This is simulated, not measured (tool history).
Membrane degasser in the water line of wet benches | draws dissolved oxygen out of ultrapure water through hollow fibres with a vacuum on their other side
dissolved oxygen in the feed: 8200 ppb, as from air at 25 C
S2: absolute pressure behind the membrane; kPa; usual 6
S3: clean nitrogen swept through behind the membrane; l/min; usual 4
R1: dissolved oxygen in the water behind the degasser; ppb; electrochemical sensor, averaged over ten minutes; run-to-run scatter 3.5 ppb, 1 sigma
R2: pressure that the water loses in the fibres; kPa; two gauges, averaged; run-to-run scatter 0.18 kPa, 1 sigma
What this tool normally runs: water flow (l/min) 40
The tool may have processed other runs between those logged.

run 1 hour=0 | water_flow_(l/min)=40 S2=6 S3=4 | R1=345.1 R2=32.78
run 2 hour=43.8 | water_flow_(l/min)=40 S2=6 S3=4 | R1=347.6 R2=32.6
run 3 hour=109.2 | water_flow_(l/min)=40 S2=6 S3=3.89 | R1=350.9 R2=32.4
run 4 hour=187.3 | water_flow_(l/min)=40 S2=6 S3=3.89 | R1=355.7 R2=32.56
run 5 hour=248 | water_flow_(l/min)=40 S2=6 S3=3.89 | R1=350.8 R2=32.51
run 6 hour=288.7 | water_flow_(l/min)=40 S2=6 S3=4 | R1=343.8 R2=32.24
run 7 hour=356.1 | water_flow_(l/min)=40 S2=6 S3=4 | R1=352.5 R2=32.26
run 8 hour=402.7 | water_flow_(l/min)=40 S2=6 S3=4 | R1=352 R2=32.37
run 9 hour=475.2 | water_flow_(l/min)=37 S2=6 S3=4 | R1=292.4 R2=29.93
run 10 hour=520.2 | water_flow_(l/min)=34 S2=6 S3=4 | R1=242.7 R2=27.34
run 11 hour=588.2 | water_flow_(l/min)=34 S2=6 S3=4 | R1=243.9 R2=27.52
run 12 hour=636 | water_flow_(l/min)=34 S2=8.83 S3=4 | R1=297.6 R2=27.3
run 13 hour=703.6 | water_flow_(l/min)=30 S2=8.83 S3=4 | R1=224.2 R2=23.73
run 14 hour=774.5 | water_flow_(l/min)=30 S2=8.83 S3=4 | R1=222.9 R2=24.03
run 15 hour=828.2 | water_flow_(l/min)=30 S2=8.83 S3=4 | R1=225.7 R2=23.91
run 16 hour=883.1 | water_flow_(l/min)=30 S2=8.83 S3=4 | R1=222.2 R2=23.85
run 17 hour=944.7 | water_flow_(l/min)=50 S2=5.7 S3=4 | R1=556.3 R2=39.81
run 18 hour=995.7 | water_flow_(l/min)=35 S2=8.19 S3=1.76 | R1=406.9 R2=27.97
run 19 hour=1031.8 | water_flow_(l/min)=35 S2=8.19 S3=1.76 | R1=405.7 R2=28.03
run 20 hour=1109.2 | water_flow_(l/min)=49 S2=6 S3=7.17 | R1=520.4 R2=38.94
run 21 hour=1142.2 | water_flow_(l/min)=31 S2=5.09 S3=7.17 | R1=160.1 R2=24.49
run 22 hour=1216.6 | water_flow_(l/min)=25 S2=5.09 S3=10.43 | R1=79.3 R2=20.33
run 23 hour=1285.3 | water_flow_(l/min)=25 S2=5.09 S3=10.43 | R1=78.5 R2=20.1
run 24 hour=1321.6 | water_flow_(l/min)=40 S2=13.58 S3=4 | R1=519.2 R2=32.64
run 25 hour=1382.8 | water_flow_(l/min)=40 S2=13.58 S3=4 | R1=514.2 R2=32.75
run 26 hour=1419.4 | water_flow_(l/min)=40 S2=6 S3=4.17 | R1=351.9 R2=32.23
run 27 hour=1472.2 | water_flow_(l/min)=40 S2=11.58 S3=4.17 | R1=460.7 R2=32.3
run 28 hour=1521.7 | water_flow_(l/min)=40 S2=4 S3=4 | R1=312 R2=32.3
run 29 hour=1574 | water_flow_(l/min)=25 S2=4 S3=5.24 | R1=75.5 R2=20.28
run 30 hour=1626.4 | water_flow_(l/min)=40 S2=6.4 S3=4 | R1=362.6 R2=32.23
run 31 hour=1669.5 | water_flow_(l/min)=37 S2=6 S3=4 | R1=291.7 R2=29.86

Withheld: 1 entry from between the runs. Position of each, and hidden state at the listed run before versus the listed run after:
Logged between run 21 and run 22: gauge calibrated (hour 1162.4)
  drift of the gauge itself on loss_of_pressure_kpa, %: -2.75 -> -0.13
  the result without the hidden state subtracted from the measured one, R2: -0.67 -> -0.02 kPa
